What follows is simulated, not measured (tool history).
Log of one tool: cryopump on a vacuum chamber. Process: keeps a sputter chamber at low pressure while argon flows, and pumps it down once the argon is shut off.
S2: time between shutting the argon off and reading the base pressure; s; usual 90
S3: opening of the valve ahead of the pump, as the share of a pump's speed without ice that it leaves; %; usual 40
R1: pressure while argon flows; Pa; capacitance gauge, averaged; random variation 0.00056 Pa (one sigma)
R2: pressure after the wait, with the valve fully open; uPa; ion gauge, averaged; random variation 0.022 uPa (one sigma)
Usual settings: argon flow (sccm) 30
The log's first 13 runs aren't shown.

run 14 hour=494.1 | argon_flow_(sccm)=30 S2=40 S3=40 | R1=0.0679 R2=1.14
run 15 hour=520.8 | argon_flow_(sccm)=30 S2=40 S3=40 | R1=0.0674 R2=1.15
run 16 hour=549.5 | argon_flow_(sccm)=30 S2=90 S3=40 | R1=0.0678 R2=0.63
run 17 hour=572.2 | argon_flow_(sccm)=30 S2=90 S3=40 | R1=0.0688 R2=0.64
run 18 hour=602.8 | argon_flow_(sccm)=30 S2=40 S3=40 | R1=0.0687 R2=1.17
run 19 hour=643.7 | argon_flow_(sccm)=20 S2=228 S3=24 | R1=0.0740 R2=0.43
run 20 hour=676.3 | argon_flow_(sccm)=20 S2=59 S3=24 | R1=0.0746 R2=0.86
run 21 hour=698.8 | argon_flow_(sccm)=41 S2=27 S3=40 | R1=0.0955 R2=1.65
run 22 hour=747.1 | argon_flow_(sccm)=27 S2=59 S3=40 | R1=0.0641 R2=0.87
run 23 hour=771.6 | argon_flow_(sccm)=21 S2=59 S3=53 | R1=0.0388 R2=0.91
run 24 hour=807.2 | argon_flow_(sccm)=21 S2=59 S3=53 | R1=0.0395 R2=0.91
run 25 hour=838.8 | argon_flow_(sccm)=21 S2=115 S3=15 | R1=0.1257 R2=0.61
run 26 hour=886.7 | argon_flow_(sccm)=20 S2=100 S3=25 | R1=0.0744 R2=0.67
run 27 hour=925.8 | argon_flow_(sccm)=20 S2=100 S3=25 | R1=0.0753 R2=0.67
run 28 hour=965.6 | argon_flow_(sccm)=19 S2=100 S3=43 | R1=0.0445 R2=0.67
run 29 hour=998.5 | argon_flow_(sccm)=30 S2=40 S3=31 | R1=0.0933 R2=1.27
-- hour=1015.0 pump warmed up, emptied and cooled again
run 30 hour=1042.0 | argon_flow_(sccm)=15 S2=28 S3=16 | R1=0.0799 R2=1.53
run 31 hour=1080.3 | argon_flow_(sccm)=15 S2=28 S3=16 | R1=0.0790 R2=1.60
run 32 hour=1115.4 | argon_flow_(sccm)=26 S2=67 S3=19 | R1=0.1162 R2=0.79
run 33 hour=1163.9 | argon_flow_(sccm)=26 S2=67 S3=19 | R1=0.1177 R2=0.79

Forecast each of these 3 alternatives for the next run:
run A hour=1192.0 | argon_flow_(sccm)=31 S2=90 S3=18 | R1=? R2=?
run B hour=1192.0 | argon_flow_(sccm)=26 S2=67 S3=31 | R1=? R2=?
run C hour=1192.0 | argon_flow_(sccm)=30 S2=97 S3=55 | R1=? R2=?

run=A R1=0.1484 R2=0.71
run=B R1=0.0734 R2=0.87
run=C R1=0.0475 R2=0.62
Without the tool's hidden state the same runs would have given:
run=A R1=0.1458 R2=0.58
run=B R1=0.0713 R2=0.75
run=C R1=0.0450 R2=0.50
